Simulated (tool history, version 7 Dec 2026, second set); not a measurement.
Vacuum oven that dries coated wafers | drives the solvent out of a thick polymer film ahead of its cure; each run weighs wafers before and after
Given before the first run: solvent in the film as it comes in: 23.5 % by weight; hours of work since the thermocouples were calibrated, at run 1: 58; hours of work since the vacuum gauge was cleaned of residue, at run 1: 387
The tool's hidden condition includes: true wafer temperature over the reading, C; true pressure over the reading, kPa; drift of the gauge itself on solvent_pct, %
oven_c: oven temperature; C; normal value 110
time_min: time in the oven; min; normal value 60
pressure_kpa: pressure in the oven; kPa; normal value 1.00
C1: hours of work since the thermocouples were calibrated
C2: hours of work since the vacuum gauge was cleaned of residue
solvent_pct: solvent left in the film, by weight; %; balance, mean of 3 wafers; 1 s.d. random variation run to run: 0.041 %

{"run": 1, "hour": 0.0, "oven_c": 110, "time_min": 60, "pressure_kpa": 1.0, "C1": 58, "C2": 387, "solvent_pct": 1.49}
{"run": 2, "hour": 11.7, "oven_c": 110, "time_min": 37, "pressure_kpa": 1.0, "C1": 62, "C2": 392, "solvent_pct": 3.59}
{"run": 3, "hour": 27.1, "oven_c": 110, "time_min": 60, "pressure_kpa": 1.0, "C1": 69, "C2": 398, "solvent_pct": 1.49}
{"run": 4, "hour": 51.5, "oven_c": 110, "time_min": 60, "pressure_kpa": 1.0, "C1": 78, "C2": 408, "solvent_pct": 1.52}
{"run": 5, "hour": 64.9, "oven_c": 110, "time_min": 60, "pressure_kpa": 1.0, "C1": 84, "C2": 413, "solvent_pct": 1.48}
{"run": 6, "hour": 85.8, "oven_c": 110, "time_min": 60, "pressure_kpa": 1.0, "C1": 92, "C2": 422, "solvent_pct": 1.46}
{"run": 7, "hour": 109.7, "oven_c": 110, "time_min": 60, "pressure_kpa": 1.0, "C1": 102, "C2": 431, "solvent_pct": 1.45}
{"run": 8, "hour": 135.2, "oven_c": 110, "time_min": 60, "pressure_kpa": 3.68, "C1": 112, "C2": 442, "solvent_pct": 2.57}
{"run": 9, "hour": 156.4, "oven_c": 110, "time_min": 60, "pressure_kpa": 3.68, "C1": 120, "C2": 450, "solvent_pct": 2.77}
{"run": 10, "hour": 176.5, "oven_c": 99, "time_min": 60, "pressure_kpa": 1.0, "C1": 128, "C2": 458, "solvent_pct": 5.08}
{"run": 11, "hour": 194.8, "oven_c": 99, "time_min": 60, "pressure_kpa": 1.0, "C1": 136, "C2": 465, "solvent_pct": 5.13}
{"run": 12, "hour": 217.1, "oven_c": 99, "time_min": 60, "pressure_kpa": 1.0, "C1": 145, "C2": 474, "solvent_pct": 4.99}
{"run": 13, "hour": 236.3, "oven_c": 99, "time_min": 60, "pressure_kpa": 1.0, "C1": 152, "C2": 482, "solvent_pct": 5.08}
{"run": 14, "hour": 260.6, "oven_c": 99, "time_min": 60, "pressure_kpa": 1.0, "C1": 162, "C2": 492, "solvent_pct": 5.11}

Run 15 is up next; what results do you expect?
{"run": 15, "hour": 275.5, "oven_c": 110, "time_min": 67, "pressure_kpa": 1.0, "C1": 168, "C2": 498, "solvent_pct": "?"}

{"run 15": {"solvent_pct": 1.17}}
If the tool had no hidden condition, the same run with the same run-to-run variation would have returned solvent_pct 1.08 %.
